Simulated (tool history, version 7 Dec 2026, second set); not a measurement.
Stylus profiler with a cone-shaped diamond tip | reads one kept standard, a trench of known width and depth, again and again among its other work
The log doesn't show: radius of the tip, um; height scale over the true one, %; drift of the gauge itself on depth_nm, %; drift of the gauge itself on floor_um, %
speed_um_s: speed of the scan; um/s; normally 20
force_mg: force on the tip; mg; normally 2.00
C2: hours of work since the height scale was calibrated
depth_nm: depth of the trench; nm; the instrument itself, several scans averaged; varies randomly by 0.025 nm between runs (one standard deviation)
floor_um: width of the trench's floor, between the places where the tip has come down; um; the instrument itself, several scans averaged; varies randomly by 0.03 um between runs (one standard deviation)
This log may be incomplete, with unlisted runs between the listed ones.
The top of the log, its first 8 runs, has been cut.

run 9 hour=309.9 | speed_um_s=20 force_mg=1.07 | scans_with_this_tip=1665 C2=216 | depth_nm=100.95 floor_um=48.55
run 10 hour=359.7 | speed_um_s=20 force_mg=1.15 | scans_with_this_tip=1821 C2=236 | depth_nm=101.00 floor_um=48.55
run 11 hour=403.5 | speed_um_s=20 force_mg=1.15 | scans_with_this_tip=1957 C2=253 | depth_nm=100.97 floor_um=48.63
run 12 hour=444.4 | speed_um_s=27 force_mg=2.00 | scans_with_this_tip=2085 C2=270 | depth_nm=101.39 floor_um=48.52
run 13 hour=490.6 | speed_um_s=20 force_mg=2.00 | scans_with_this_tip=2230 C2=289 | depth_nm=101.39 floor_um=48.56
run 14 hour=513.0 | speed_um_s=20 force_mg=2.00 | scans_with_this_tip=2300 C2=298 | depth_nm=101.46 floor_um=48.54
run 15 hour=556.9 | speed_um_s=20 force_mg=2.00 | scans_with_this_tip=2437 C2=315 | depth_nm=101.45 floor_um=48.50
run 16 hour=602.7 | speed_um_s=20 force_mg=2.00 | scans_with_this_tip=2580 C2=334 | depth_nm=101.42 floor_um=48.58
run 17 hour=643.8 | speed_um_s=25 force_mg=2.00 | scans_with_this_tip=2708 C2=351 | depth_nm=101.43 floor_um=48.55
run 18 hour=684.6 | speed_um_s=20 force_mg=0.73 | scans_with_this_tip=2836 C2=367 | depth_nm=100.75 floor_um=48.54
run 19 hour=712.3 | speed_um_s=12 force_mg=2.00 | scans_with_this_tip=2923 C2=378 | depth_nm=101.40 floor_um=48.60
run 20 hour=737.5 | speed_um_s=20 force_mg=5.71 | scans_with_this_tip=3002 C2=389 | depth_nm=102.80 floor_um=48.59
run 21 hour=776.0 | speed_um_s=20 force_mg=5.71 | scans_with_this_tip=3122 C2=404 | depth_nm=102.84 floor_um=48.56
run 22 hour=821.2 | speed_um_s=20 force_mg=5.71 | scans_with_this_tip=3263 C2=422 | depth_nm=102.84 floor_um=48.54
run 23 hour=859.7 | speed_um_s=36 force_mg=5.71 | scans_with_this_tip=3383 C2=438 | depth_nm=102.81 floor_um=48.56
run 24 hour=915.2 | speed_um_s=53 force_mg=2.00 | scans_with_this_tip=3557 C2=460 | depth_nm=101.38 floor_um=48.48
run 25 hour=963.4 | speed_um_s=5 force_mg=5.19 | scans_with_this_tip=3708 C2=480 | depth_nm=102.62 floor_um=48.59
run 26 hour=1018.7 | speed_um_s=5 force_mg=5.19 | scans_with_this_tip=3880 C2=502 | depth_nm=102.66 floor_um=48.64
run 27 hour=1056.1 | speed_um_s=28 force_mg=3.56 | scans_with_this_tip=3997 C2=517 | depth_nm=102.03 floor_um=48.53
run 28 hour=1080.1 | speed_um_s=28 force_mg=3.56 | scans_with_this_tip=4072 C2=527 | depth_nm=102.09 floor_um=48.59
run 29 hour=1132.7 | speed_um_s=17 force_mg=3.00 | scans_with_this_tip=4237 C2=548 | depth_nm=101.84 floor_um=48.57
run 30 hour=1166.1 | speed_um_s=18 force_mg=1.18 | scans_with_this_tip=4341 C2=562 | depth_nm=101.02 floor_um=48.51

Run 31 comes next. What will it give?
run 31 hour=1189.4 | speed_um_s=53 force_mg=1.19 | scans_with_this_tip=4414 C2=571 | depth_nm=? floor_um=?

depth_nm: 101.04 nm
floor_um: 48.44 um
Without the tool's hidden state the same run would have given depth_nm 101.05 nm, floor_um 48.44 um.
